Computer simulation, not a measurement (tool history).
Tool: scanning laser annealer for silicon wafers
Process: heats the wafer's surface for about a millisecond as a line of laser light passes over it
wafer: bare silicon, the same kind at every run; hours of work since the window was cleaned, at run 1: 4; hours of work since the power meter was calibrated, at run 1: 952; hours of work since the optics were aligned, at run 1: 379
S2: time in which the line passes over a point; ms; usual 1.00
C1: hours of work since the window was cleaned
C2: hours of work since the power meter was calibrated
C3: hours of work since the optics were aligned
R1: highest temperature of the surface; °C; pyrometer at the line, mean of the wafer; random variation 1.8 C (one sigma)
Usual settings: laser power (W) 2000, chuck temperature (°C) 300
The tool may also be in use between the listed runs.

{"run": 1, "day": 0.0, "laser power (W)": 2000, "S2": 1.0, "chuck temperature (°C)": 300, "C1": 4, "C2": 952, "C3": 379, "R1": 1039}
{"run": 2, "day": 1.433, "laser power (W)": 2000, "S2": 1.0, "chuck temperature (°C)": 300, "C1": 20, "C2": 969, "C3": 395, "R1": 1036}
{"run": 3, "day": 3.217, "laser power (W)": 2000, "S2": 1.0, "chuck temperature (°C)": 300, "C1": 41, "C2": 989, "C3": 415, "R1": 1036}
{"run": 4, "day": 4.788, "laser power (W)": 2000, "S2": 1.0, "chuck temperature (°C)": 300, "C1": 59, "C2": 1007, "C3": 433, "R1": 1031}
{"run": 5, "day": 7.708, "laser power (W)": 2000, "S2": 1.0, "chuck temperature (°C)": 300, "C1": 92, "C2": 1040, "C3": 466, "R1": 1029}
{"run": 6, "day": 9.8, "laser power (W)": 2000, "S2": 1.0, "chuck temperature (°C)": 267, "C1": 116, "C2": 1064, "C3": 490, "R1": 988}
{"run": 7, "day": 12.15, "laser power (W)": 2000, "S2": 1.0, "chuck temperature (°C)": 267, "C1": 143, "C2": 1091, "C3": 517, "R1": 987}
{"run": 8, "day": 14.817, "laser power (W)": 2000, "S2": 1.0, "chuck temperature (°C)": 267, "C1": 173, "C2": 1121, "C3": 547, "R1": 985}
{"run": 9, "day": 16.792, "laser power (W)": 2000, "S2": 1.0, "chuck temperature (°C)": 267, "C1": 195, "C2": 1144, "C3": 570, "R1": 986}
{"run": 10, "day": 19.754, "laser power (W)": 2000, "S2": 1.0, "chuck temperature (°C)": 267, "C1": 229, "C2": 1177, "C3": 604, "R1": 978}
{"run": 11, "day": 21.588, "laser power (W)": 2000, "S2": 1.0, "chuck temperature (°C)": 267, "C1": 250, "C2": 1198, "C3": 624, "R1": 972}
{"run": 12, "day": 24.65, "laser power (W)": 2000, "S2": 1.0, "chuck temperature (°C)": 267, "C1": 285, "C2": 1233, "C3": 659, "R1": 972}
{"run": 13, "day": 26.821, "laser power (W)": 2000, "S2": 1.0, "chuck temperature (°C)": 267, "C1": 310, "C2": 1258, "C3": 684, "R1": 970}
{"run": 14, "day": 29.808, "laser power (W)": 2000, "S2": 1.0, "chuck temperature (°C)": 267, "C1": 344, "C2": 1292, "C3": 718, "R1": 962}
{"run": 15, "day": 32.071, "laser power (W)": 1793, "S2": 1.09, "chuck temperature (°C)": 267, "C1": 369, "C2": 1318, "C3": 744, "R1": 890}
{"run": 16, "day": 34.704, "laser power (W)": 1920, "S2": 0.92, "chuck temperature (°C)": 264, "C1": 399, "C2": 1348, "C3": 774, "R1": 895}
{"day": 37.654, "done": "optics aligned, line set to its width"}
{"run": 17, "day": 37.704, "laser power (W)": 1920, "S2": 0.71, "chuck temperature (°C)": 261, "C1": 431, "C2": 1379, "C3": 1, "R1": 847}
{"run": 18, "day": 40.308, "laser power (W)": 1920, "S2": 0.71, "chuck temperature (°C)": 261, "C1": 461, "C2": 1409, "C3": 30, "R1": 841}
{"run": 19, "day": 42.246, "laser power (W)": 1920, "S2": 0.71, "chuck temperature (°C)": 261, "C1": 483, "C2": 1431, "C3": 52, "R1": 839}
{"run": 20, "day": 44.917, "laser power (W)": 2000, "S2": 0.94, "chuck temperature (°C)": 339, "C1": 513, "C2": 1461, "C3": 83, "R1": 1024}
{"run": 21, "day": 47.517, "laser power (W)": 1835, "S2": 1.11, "chuck temperature (°C)": 269, "C1": 543, "C2": 1491, "C3": 112, "R1": 924}
{"run": 22, "day": 49.412, "laser power (W)": 2000, "S2": 0.77, "chuck temperature (°C)": 283, "C1": 564, "C2": 1513, "C3": 134, "R1": 905}
{"day": 49.933, "done": "window over the wafer cleaned"}
{"run": 23, "day": 51.171, "laser power (W)": 1932, "S2": 0.72, "chuck temperature (°C)": 272, "C1": 14, "C2": 1532, "C3": 153, "R1": 892}
{"run": 24, "day": 52.546, "laser power (W)": 1993, "S2": 1.2, "chuck temperature (°C)": 300, "C1": 30, "C2": 1547, "C3": 169, "R1": 1103}
{"run": 25, "day": 55.117, "laser power (W)": 1907, "S2": 1.2, "chuck temperature (°C)": 300, "C1": 59, "C2": 1577, "C3": 198, "R1": 1056}
{"run": 26, "day": 58.0, "laser power (W)": 2199, "S2": 1.0, "chuck temperature (°C)": 300, "C1": 92, "C2": 1610, "C3": 231, "R1": 1136}
{"run": 27, "day": 59.358, "laser power (W)": 1931, "S2": 0.84, "chuck temperature (°C)": 321, "C1": 107, "C2": 1625, "C3": 246, "R1": 974}
{"run": 28, "day": 62.292, "laser power (W)": 1872, "S2": 1.19, "chuck temperature (°C)": 300, "C1": 141, "C2": 1658, "C3": 280, "R1": 1019}

Forecast each of these 4 alternatives for the next run:
{"run": "A", "day": 63.779, "laser power (W)": 2094, "S2": 0.75, "chuck temperature (°C)": 322, "C1": 158, "C2": 1675, "C3": 297, "R1": "?"}
{"run": "B", "day": 63.779, "laser power (W)": 1946, "S2": 1.12, "chuck temperature (°C)": 300, "C1": 158, "C2": 1675, "C3": 297, "R1": "?"}
{"run": "C", "day": 63.779, "laser power (W)": 2000, "S2": 1.11, "chuck temperature (°C)": 300, "C1": 158, "C2": 1675, "C3": 297, "R1": "?"}
{"run": "D", "day": 63.779, "laser power (W)": 1755, "S2": 1.19, "chuck temperature (°C)": 303, "C1": 158, "C2": 1675, "C3": 297, "R1": "?"}

run=A R1=1006
run=B R1=1045
run=C R1=1066
run=D R1=965
Without the tool's hidden state the same runs would have given:
run=A R1=1025
run=B R1=1066
run=C R1=1088
run=D R1=984
